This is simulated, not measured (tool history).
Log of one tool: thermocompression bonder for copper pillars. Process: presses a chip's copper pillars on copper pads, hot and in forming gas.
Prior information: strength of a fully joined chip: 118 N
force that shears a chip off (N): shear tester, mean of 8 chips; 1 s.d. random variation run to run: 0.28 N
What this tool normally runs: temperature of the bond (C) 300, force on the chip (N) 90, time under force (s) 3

run    hour  temperature of the bond (C)  force on the chip (N)  time under force (s)  force that shears a chip off (N)
  1       0                          300                     90                     3                              45.9
  2    50.4                          300                     90                     3                              45.9
  3    89.2                          300                    125                     3                              58.1
  4   150.1                          300                    125                     3                              57.2
  5   186.5                          300                     73                     3                              39.2
  6   255.9                          300                     73                     3                              38.6
  7   320.1                          300                     90                     3                              44.9
  8   376.5                          300                     90                     3                              44.2
        407  -- forming gas filter changed
  9   430.4                          277                     90                     3                              32.6
 10   467.9                          277                     90                     3                              32.5
 11   511.9                          318                     90                     3                              59.9
 12   549.6                          300                     67                     3                              36.6
 13   613.5                          300                     67                     3                              36.9
 14   668.2                          301                     90                     3                              46.3
      694.4  -- force cell calibrated
 15   725.6                          301                     90                     3                                48
 16   801.5                          301                     90                     3                              48.2
 17   850.8                          300                    102                     3                              51.1
 18   918.2                          300                     90                     3                              46.5
      935.9  -- forming gas filter changed
 19   958.5                          300                     90                     3                              49.6
 20  1014.5                          300                     90                     3                              48.7
 21  1070.3                          271                    135                     3                              41.5
 22    1140                          300                     93                     2                              41.8
 23  1180.4                          325                     74                     6                              71.9
 24  1242.2                          295                    128                     2                              48.9
 25  1297.1                          295                    128                     2                              47.9
 26    1354                          307                     94                     3                              52.5
 27  1392.1                          323                     90                     7                              79.1
 28  1455.6                          323                     90                     7                              78.8
       1462  -- forming gas filter changed
 29  1510.8                          300                     85                     3                              47.1
 30    1556                          300                     85                     3                              46.7
 31  1608.1                          300                     85                     3                              46.2
 32  1671.6                          308                    115                     3                              63.1
 33  1738.8                          300                     76                     4                                47
 34  1799.6                          292                     59                     5                              37.3
 35  1847.2                          292                     80                     5                              46.6
     1857.6  -- force cell calibrated
 36    1928                          310                     78                     2                              42.8
 37  1974.7                          300                     67                     9                              58.2
     1991.5  -- forming gas filter changed
 38  2017.4                          298                     93                     9                              73.7
     2023.6  -- heater calibrated with a thermocouple chip
 39  2062.1                          298                     93                     9                              69.5

What if the next run were any one of these 5? Each begins from the tool's condition after run 39:
  A  2106.6                          300                     68                     4                                 ?
  B  2106.6                          300                     83                     5                                 ?
  C  2106.6                          282                     80                     7                                 ?
  D  2106.6                          301                     94                     9                                 ?
  E  2106.6                          300                     90                     4                                 ?

run  force that shears a chip off (N)
  A                              42.5
  B                              53.6
  C                                45
  D                              71.8
  E                              52.1
The same runs, with their run-to-run variation unchanged, on a tool lacking any hidden condition would have given:
run  force that shears a chip off (N)
  A                              43.4
  B                              54.7
  C                              45.9
  D                              73.1
  E                              53.1

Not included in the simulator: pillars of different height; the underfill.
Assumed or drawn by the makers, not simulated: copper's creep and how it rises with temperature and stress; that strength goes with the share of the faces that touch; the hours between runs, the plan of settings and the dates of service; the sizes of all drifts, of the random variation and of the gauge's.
